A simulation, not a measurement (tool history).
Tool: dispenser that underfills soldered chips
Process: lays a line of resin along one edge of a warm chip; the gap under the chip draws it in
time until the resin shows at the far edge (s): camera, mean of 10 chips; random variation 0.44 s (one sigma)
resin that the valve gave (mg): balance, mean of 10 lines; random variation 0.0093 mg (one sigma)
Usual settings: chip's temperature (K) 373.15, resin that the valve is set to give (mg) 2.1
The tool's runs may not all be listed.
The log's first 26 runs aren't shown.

run	day	chip's temperature (K)	resin that the valve is set to give (mg)	time until the resin shows at the far edge (s)	resin that the valve gave (mg)
# day 4.429: new syringe of resin
27	4.429	385.15	2.54	22	2.5
28	4.654	378.15	2.54	32.5	2.526
# day 4.812: new syringe of resin
29	4.892	361.15	1.82	55.3	1.795
30	5.025	361.15	1.82	60.3	1.787
31	5.154	382.15	2.4	31.2	2.356
# day 5.179: new syringe of resin
32	5.338	382.15	2.4	26.8	2.347
33	5.525	361.15	2.54	61.2	2.481
# day 5.55: new syringe of resin
# day 5.633: dispensing valve cleaned and set on the balance
34	5.721	382.15	2.42	26.5	2.399

Forecast each of these 4 alternatives for the next run:
A	5.912	363.15	2.1	?	?
B	5.912	383.15	2.42	?	?
C	5.912	377.15	2.54	?	?
D	5.912	372.15	1.83	?	?

run	time until the resin shows at the far edge (s)	resin that the valve gave (mg)
A	58	2.11
B	29.8	2.415
C	34.6	2.526
D	45.1	1.836
Without the tool's hidden state the same runs would have given:
run	time until the resin shows at the far edge (s)	resin that the valve gave (mg)
A	45.9	2.123
B	23.5	2.43
C	27.2	2.541
D	35.6	1.847
